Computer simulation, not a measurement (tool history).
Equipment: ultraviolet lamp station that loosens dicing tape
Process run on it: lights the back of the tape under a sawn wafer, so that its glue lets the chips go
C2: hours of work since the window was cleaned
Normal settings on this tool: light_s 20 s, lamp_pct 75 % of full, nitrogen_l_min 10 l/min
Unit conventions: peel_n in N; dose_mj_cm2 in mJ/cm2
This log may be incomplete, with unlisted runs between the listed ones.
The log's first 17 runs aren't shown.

{"run": 18, "hour": 376.9, "light_s": 27, "lamp_pct": 75, "nitrogen_l_min": 10, "hours of work of the lamp": 617, "C2": 198, "peel_n": 0.351, "dose_mj_cm2": 474}
{"run": 19, "hour": 389.8, "light_s": 27, "lamp_pct": 75, "nitrogen_l_min": 10, "hours of work of the lamp": 624, "C2": 205, "peel_n": 0.354, "dose_mj_cm2": 472}
{"run": 20, "hour": 411.4, "light_s": 20, "lamp_pct": 75, "nitrogen_l_min": 10, "hours of work of the lamp": 636, "C2": 217, "peel_n": 0.72, "dose_mj_cm2": 344}
{"run": 21, "hour": 426.4, "light_s": 20, "lamp_pct": 75, "nitrogen_l_min": 10, "hours of work of the lamp": 644, "C2": 225, "peel_n": 0.71, "dose_mj_cm2": 349}
{"run": 22, "hour": 442.4, "light_s": 19, "lamp_pct": 80, "nitrogen_l_min": 10, "hours of work of the lamp": 653, "C2": 234, "peel_n": 0.727, "dose_mj_cm2": 354}
{"run": 23, "hour": 471.2, "light_s": 19, "lamp_pct": 80, "nitrogen_l_min": 10, "hours of work of the lamp": 669, "C2": 250, "peel_n": 0.747, "dose_mj_cm2": 345}
{"run": 24, "hour": 484.7, "light_s": 20, "lamp_pct": 93, "nitrogen_l_min": 10, "hours of work of the lamp": 676, "C2": 257, "peel_n": 0.458, "dose_mj_cm2": 424}
{"run": 25, "hour": 498.2, "light_s": 20, "lamp_pct": 93, "nitrogen_l_min": 10, "hours of work of the lamp": 684, "C2": 265, "peel_n": 0.467, "dose_mj_cm2": 420}
{"run": 26, "hour": 515.6, "light_s": 20, "lamp_pct": 93, "nitrogen_l_min": 10, "hours of work of the lamp": 693, "C2": 274, "peel_n": 0.481, "dose_mj_cm2": 420}
{"run": 27, "hour": 544.3, "light_s": 12, "lamp_pct": 63, "nitrogen_l_min": 16, "hours of work of the lamp": 709, "C2": 290, "peel_n": 1.784, "dose_mj_cm2": 167}
{"run": 28, "hour": 567.3, "light_s": 37, "lamp_pct": 75, "nitrogen_l_min": 9, "hours of work of the lamp": 721, "C2": 302, "peel_n": 0.189, "dose_mj_cm2": 618}
{"run": 29, "hour": 596.9, "light_s": 36, "lamp_pct": 75, "nitrogen_l_min": 7, "hours of work of the lamp": 738, "C2": 319, "peel_n": 0.268, "dose_mj_cm2": 602}
{"run": 30, "hour": 620.9, "light_s": 36, "lamp_pct": 75, "nitrogen_l_min": 7, "hours of work of the lamp": 751, "C2": 332, "peel_n": 0.248, "dose_mj_cm2": 602}
{"run": 31, "hour": 636.4, "light_s": 33, "lamp_pct": 70, "nitrogen_l_min": 4, "hours of work of the lamp": 759, "C2": 340, "peel_n": 0.673, "dose_mj_cm2": 507}
{"run": 32, "hour": 651.6, "light_s": 14, "lamp_pct": 93, "nitrogen_l_min": 4, "hours of work of the lamp": 767, "C2": 349, "peel_n": 1.691, "dose_mj_cm2": 285}
{"run": 33, "hour": 670.0, "light_s": 12, "lamp_pct": 74, "nitrogen_l_min": 19, "hours of work of the lamp": 778, "C2": 359, "peel_n": 1.349, "dose_mj_cm2": 193}
{"run": 34, "hour": 697.8, "light_s": 21, "lamp_pct": 66, "nitrogen_l_min": 5, "hours of work of the lamp": 793, "C2": 374, "peel_n": 1.386, "dose_mj_cm2": 298}
{"run": 35, "hour": 722.4, "light_s": 21, "lamp_pct": 66, "nitrogen_l_min": 5, "hours of work of the lamp": 806, "C2": 387, "peel_n": 1.417, "dose_mj_cm2": 301}
{"run": 36, "hour": 742.1, "light_s": 21, "lamp_pct": 66, "nitrogen_l_min": 5, "hours of work of the lamp": 817, "C2": 398, "peel_n": 1.458, "dose_mj_cm2": 295}
{"run": 37, "hour": 764.9, "light_s": 30, "lamp_pct": 84, "nitrogen_l_min": 5, "hours of work of the lamp": 829, "C2": 410, "peel_n": 0.485, "dose_mj_cm2": 540}
{"run": 38, "hour": 779.8, "light_s": 16, "lamp_pct": 80, "nitrogen_l_min": 4, "hours of work of the lamp": 838, "C2": 419, "peel_n": 1.823, "dose_mj_cm2": 272}
{"run": 39, "hour": 798.1, "light_s": 25, "lamp_pct": 87, "nitrogen_l_min": 5, "hours of work of the lamp": 848, "C2": 429, "peel_n": 0.674, "dose_mj_cm2": 465}
{"run": 40, "hour": 811.0, "light_s": 18, "lamp_pct": 62, "nitrogen_l_min": 10, "hours of work of the lamp": 855, "C2": 436, "peel_n": 1.433, "dose_mj_cm2": 232}
{"run": 41, "hour": 837.7, "light_s": 20, "lamp_pct": 96, "nitrogen_l_min": 6, "hours of work of the lamp": 869, "C2": 450, "peel_n": 0.763, "dose_mj_cm2": 401}
{"run": 42, "hour": 854.9, "light_s": 20, "lamp_pct": 96, "nitrogen_l_min": 6, "hours of work of the lamp": 879, "C2": 460, "peel_n": 0.8, "dose_mj_cm2": 400}

Each row is a separate what-if for the run after 42, all from the same tool condition, not one after another. Results?
{"run": "A", "hour": 878.4, "light_s": 11, "lamp_pct": 96, "nitrogen_l_min": 6, "hours of work of the lamp": 892, "C2": 473, "peel_n": "?", "dose_mj_cm2": "?"}
{"run": "B", "hour": 878.4, "light_s": 11, "lamp_pct": 80, "nitrogen_l_min": 4, "hours of work of the lamp": 892, "C2": 473, "peel_n": "?", "dose_mj_cm2": "?"}
{"run": "C", "hour": 878.4, "light_s": 20, "lamp_pct": 93, "nitrogen_l_min": 6, "hours of work of the lamp": 892, "C2": 473, "peel_n": "?", "dose_mj_cm2": "?"}
{"run": "D", "hour": 878.4, "light_s": 20, "lamp_pct": 96, "nitrogen_l_min": 11, "hours of work of the lamp": 892, "C2": 473, "peel_n": "?", "dose_mj_cm2": "?"}

run=A peel_n=1.967 dose_mj_cm2=217
run=B peel_n=2.728 dose_mj_cm2=183
run=C peel_n=0.865 dose_mj_cm2=385
run=D peel_n=0.510 dose_mj_cm2=396
Stripped of hidden state, with their random variation kept, the same runs would have yielded:
run=A peel_n=1.341 dose_mj_cm2=292
run=B peel_n=2.070 dose_mj_cm2=246
run=C peel_n=0.453 dose_mj_cm2=518
run=D peel_n=0.241 dose_mj_cm2=533
